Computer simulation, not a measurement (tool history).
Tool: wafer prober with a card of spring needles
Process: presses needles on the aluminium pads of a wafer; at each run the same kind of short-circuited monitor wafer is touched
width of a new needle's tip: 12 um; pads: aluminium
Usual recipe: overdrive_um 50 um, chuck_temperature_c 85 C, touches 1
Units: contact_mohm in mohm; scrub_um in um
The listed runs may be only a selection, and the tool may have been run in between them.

{"run": 1, "hour": 0.0, "overdrive_um": 50, "chuck_temperature_c": 85, "touches": 1, "contact_mohm": 322, "scrub_um": 8.17}
{"hour": 8.4, "done": "tips cleaned on abrasive film"}
{"hour": 18.9, "done": "tips cleaned on abrasive film"}
{"hour": 29.4, "done": "tips cleaned on abrasive film"}
{"hour": 39.9, "done": "tips cleaned on abrasive film"}
{"run": 2, "hour": 42.8, "overdrive_um": 50, "chuck_temperature_c": 85, "touches": 1, "contact_mohm": 412, "scrub_um": 8.2}
{"hour": 49.2, "done": "tips cleaned on abrasive film"}
{"hour": 59.6, "done": "tips cleaned on abrasive film"}
{"hour": 70.1, "done": "tips cleaned on abrasive film"}
{"hour": 80.6, "done": "tips cleaned on abrasive film"}
{"run": 3, "hour": 81.2, "overdrive_um": 50, "chuck_temperature_c": 85, "touches": 3, "contact_mohm": 284, "scrub_um": 8.08}
{"hour": 89.7, "done": "tips cleaned on abrasive film"}
{"hour": 98.1, "done": "tips cleaned on abrasive film"}
{"hour": 108.6, "done": "tips cleaned on abrasive film"}
{"hour": 119.1, "done": "tips cleaned on abrasive film"}
{"run": 4, "hour": 119.6, "overdrive_um": 50, "chuck_temperature_c": 85, "touches": 3, "contact_mohm": 287, "scrub_um": 8.03}
{"hour": 128.0, "done": "tips cleaned on abrasive film"}
{"hour": 138.5, "done": "tips cleaned on abrasive film"}
{"hour": 149.0, "done": "tips cleaned on abrasive film"}
{"hour": 157.4, "done": "tips cleaned on abrasive film"}
{"hour": 167.9, "done": "tips cleaned on abrasive film"}
{"run": 5, "hour": 171.0, "overdrive_um": 50, "chuck_temperature_c": 85, "touches": 1, "contact_mohm": 407, "scrub_um": 7.94}
{"hour": 175.5, "done": "height of the first contact set anew"}
{"hour": 177.7, "done": "tips cleaned on abrasive film"}
{"hour": 188.1, "done": "tips cleaned on abrasive film"}
{"hour": 198.6, "done": "tips cleaned on abrasive film"}
{"run": 6, "hour": 205.1, "overdrive_um": 50, "chuck_temperature_c": 85, "touches": 1, "contact_mohm": 453, "scrub_um": 8.31}
{"hour": 207.3, "done": "tips cleaned on abrasive film"}
{"hour": 217.8, "done": "tips cleaned on abrasive film"}
{"hour": 226.2, "done": "tips cleaned on abrasive film"}
{"hour": 235.5, "done": "tips cleaned on abrasive film"}
{"run": 7, "hour": 235.5, "overdrive_um": 50, "chuck_temperature_c": 85, "touches": 1, "contact_mohm": 277, "scrub_um": 8.24}

The next listed run, before its measurement:
{"hour": 246.0, "done": "tips cleaned on abrasive film"}
{"hour": 256.5, "done": "tips cleaned on abrasive film"}
{"hour": 267.0, "done": "tips cleaned on abrasive film"}
{"hour": 275.4, "done": "tips cleaned on abrasive film"}
{"hour": 284.5, "done": "tips cleaned on abrasive film"}
{"run": 8, "hour": 284.5, "overdrive_um": 50, "chuck_temperature_c": 43, "touches": 1, "contact_mohm": "?", "scrub_um": "?"}

{"run 8": {"contact_mohm": 273, "scrub_um": 8.22}}
The same run, on a tool lacking any hidden state, would have yielded contact_mohm 250 mohm, scrub_um 8.42 um.
